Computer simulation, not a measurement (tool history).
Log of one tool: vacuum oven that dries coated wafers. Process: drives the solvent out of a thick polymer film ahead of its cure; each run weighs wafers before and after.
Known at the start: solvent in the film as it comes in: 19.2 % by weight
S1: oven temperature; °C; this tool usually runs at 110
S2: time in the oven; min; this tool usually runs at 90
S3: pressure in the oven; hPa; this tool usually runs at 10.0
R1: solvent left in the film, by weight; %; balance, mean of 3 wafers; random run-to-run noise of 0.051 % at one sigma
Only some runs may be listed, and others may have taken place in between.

{"run": 1, "day": 0.0, "S1": 110, "S2": 90, "S3": 10.0, "R1": 2.1}
{"run": 2, "day": 1.808, "S1": 110, "S2": 49, "S3": 10.0, "R1": 4.77}
{"run": 3, "day": 3.988, "S1": 108, "S2": 90, "S3": 10.0, "R1": 2.52}
{"run": 4, "day": 5.408, "S1": 108, "S2": 90, "S3": 10.0, "R1": 2.49}
{"run": 5, "day": 7.929, "S1": 108, "S2": 90, "S3": 10.0, "R1": 2.53}
{"run": 6, "day": 10.438, "S1": 121, "S2": 64, "S3": 11.7, "R1": 1.59}
{"day": 10.717, "done": "vacuum gauge cleaned of residue and calibrated"}
{"run": 7, "day": 12.367, "S1": 122, "S2": 90, "S3": 10.0, "R1": 0.87}
{"run": 8, "day": 13.683, "S1": 110, "S2": 90, "S3": 15.2, "R1": 2.6}
{"run": 9, "day": 16.621, "S1": 96, "S2": 161, "S3": 10.0, "R1": 3.06}
{"run": 10, "day": 17.975, "S1": 117, "S2": 64, "S3": 32.8, "R1": 3.4}

Below are 5 alternative next runs, each starting from the tool's condition after run 10. Predict each:
{"day": 19.762, "done": "vacuum gauge cleaned of residue and calibrated, once more"}
{"run": "A", "day": 19.988, "S1": 120, "S2": 72, "S3": 10.0, "R1": "?"}
{"day": 19.762, "done": "vacuum gauge cleaned of residue and calibrated, once more"}
{"run": "B", "day": 19.988, "S1": 98, "S2": 116, "S3": 7.1, "R1": "?"}
{"day": 19.762, "done": "vacuum gauge cleaned of residue and calibrated, once more"}
{"run": "C", "day": 19.988, "S1": 117, "S2": 146, "S3": 32.8, "R1": "?"}
{"day": 19.762, "done": "vacuum gauge cleaned of residue and calibrated, once more"}
{"run": "D", "day": 19.988, "S1": 100, "S2": 82, "S3": 14.7, "R1": "?"}
{"day": 19.762, "done": "vacuum gauge cleaned of residue and calibrated, once more"}
{"run": "E", "day": 19.988, "S1": 104, "S2": 110, "S3": 19.5, "R1": "?"}

run=A R1=1.20
run=B R1=3.27
run=C R1=2.02
run=D R1=5.18
run=E R1=3.23
With no hidden state in the tool, these same runs would have given:
run=A R1=1.27
run=B R1=3.43
run=C R1=2.07
run=D R1=5.37
run=E R1=3.37

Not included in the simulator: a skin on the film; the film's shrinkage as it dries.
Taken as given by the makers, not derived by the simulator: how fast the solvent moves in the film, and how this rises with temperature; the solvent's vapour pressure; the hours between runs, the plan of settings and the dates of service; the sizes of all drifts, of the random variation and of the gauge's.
